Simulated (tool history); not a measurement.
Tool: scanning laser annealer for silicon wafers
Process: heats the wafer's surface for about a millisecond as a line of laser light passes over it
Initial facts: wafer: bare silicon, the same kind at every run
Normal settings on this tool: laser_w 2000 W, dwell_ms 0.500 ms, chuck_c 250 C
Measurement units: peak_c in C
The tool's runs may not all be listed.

| run | hour | laser_w | dwell_ms | chuck_c | peak_c |
|---|---|---|---|---|---|
| 1 | 0.0 | 2000 | 0.500 | 250 | 1009 |
| 2 | 11.9 | 2075 | 0.500 | 250 | 1046 |
| 3 | 23.7 | 2075 | 0.500 | 250 | 1044 |
| 4 | 40.7 | 2075 | 0.500 | 250 | 1043 |
| 5 | 59.1 | 2000 | 0.361 | 250 | 873 |
| 6 | 67.9 | 2000 | 0.500 | 250 | 1006 |
| 7 | 76.5 | 2000 | 0.500 | 250 | 1003 |
| 8 | 88.7 | 2000 | 0.500 | 224 | 980 |
| 9 | 100.4 | 2000 | 0.496 | 248 | 997 |
| 10 | 115.3 | 2000 | 0.617 | 248 | 1098 |
| 11 | 131.4 | 2026 | 0.617 | 248 | 1112 |
| 12 | 142.4 | 2000 | 0.500 | 233 | 990 |
| 13 | 156.1 | 2000 | 0.500 | 233 | 985 |
| 14 | 175.1 | 2000 | 0.523 | 251 | 1021 |

Between the runs listed above, the log contained 2 entries, not reproduced here. Where in the sequence does each belong, and how does what the log doesn't record of the tool's condition differ from the listed run before to the listed run after?
Run 9 -> run 10: laser's power meter calibrated (hour 104.4)
  light that passes the window, % of a clean one's: 97.18 -> 97.11; width of the line over the set one, %: 1.16 -> 1.17
  difference, measured minus the result without the unlogged condition, peak_c: -35 -> -41 C
Run 11 -> run 12: laser's power meter calibrated, once more (hour 139.0)
  light that passes the window, % of a clean one's: 97.04 -> 97; laser's true power over the reading, %: 0.01 -> 0.08; width of the line over the set one, %: 1.18 -> 1.19
  difference, measured minus the result without the unlogged condition, peak_c: -43 -> -37 C
